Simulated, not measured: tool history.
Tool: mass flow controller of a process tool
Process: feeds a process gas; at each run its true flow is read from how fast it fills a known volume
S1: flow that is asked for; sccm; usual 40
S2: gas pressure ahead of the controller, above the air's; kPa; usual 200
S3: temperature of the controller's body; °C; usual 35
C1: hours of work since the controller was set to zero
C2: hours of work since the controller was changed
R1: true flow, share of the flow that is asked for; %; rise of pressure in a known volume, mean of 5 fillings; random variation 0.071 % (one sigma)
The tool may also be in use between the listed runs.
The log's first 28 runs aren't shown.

run,hour,S1,S2,S3,C1,C2,R1
29,11456.4,6,208,34,2273,8473,98.71
30,11805.7,9,220,24,2511,8711,96.96
31,12255.1,15,239,28,2818,9018,97.28
32,12814.6,6,176,28,3200,9400,98.41
33,13294.4,6,176,28,3528,9728,98.50
34,13749.3,40,209,35,3838,10038,98.22
35,14198.2,12,200,35,4145,10345,98.15
36,14687.2,12,200,34,4479,10678,98.07
37,15081.9,12,200,34,4748,10948,98.15
38,15347.0,12,200,34,4929,11129,98.22
39,15860.2,40,155,35,5280,11479,97.80
40,16391.0,7,189,33,5642,11842,99.75

Forecast each of these 5 alternatives for the next run:
A,16794.9,40,179,23,5918,12118,?
B,16794.9,28,270,38,5918,12118,?
C,16794.9,7,168,33,5918,12118,?
D,16794.9,33,200,35,5918,12118,?
E,16794.9,40,142,35,5918,12118,?

run,R1
A,96.45
B,98.32
C,99.70
D,97.71
E,97.55
Without the tool's hidden state the same runs would have given:
run,R1
A,99.24
B,100.75
C,98.56
D,100.32
E,100.35
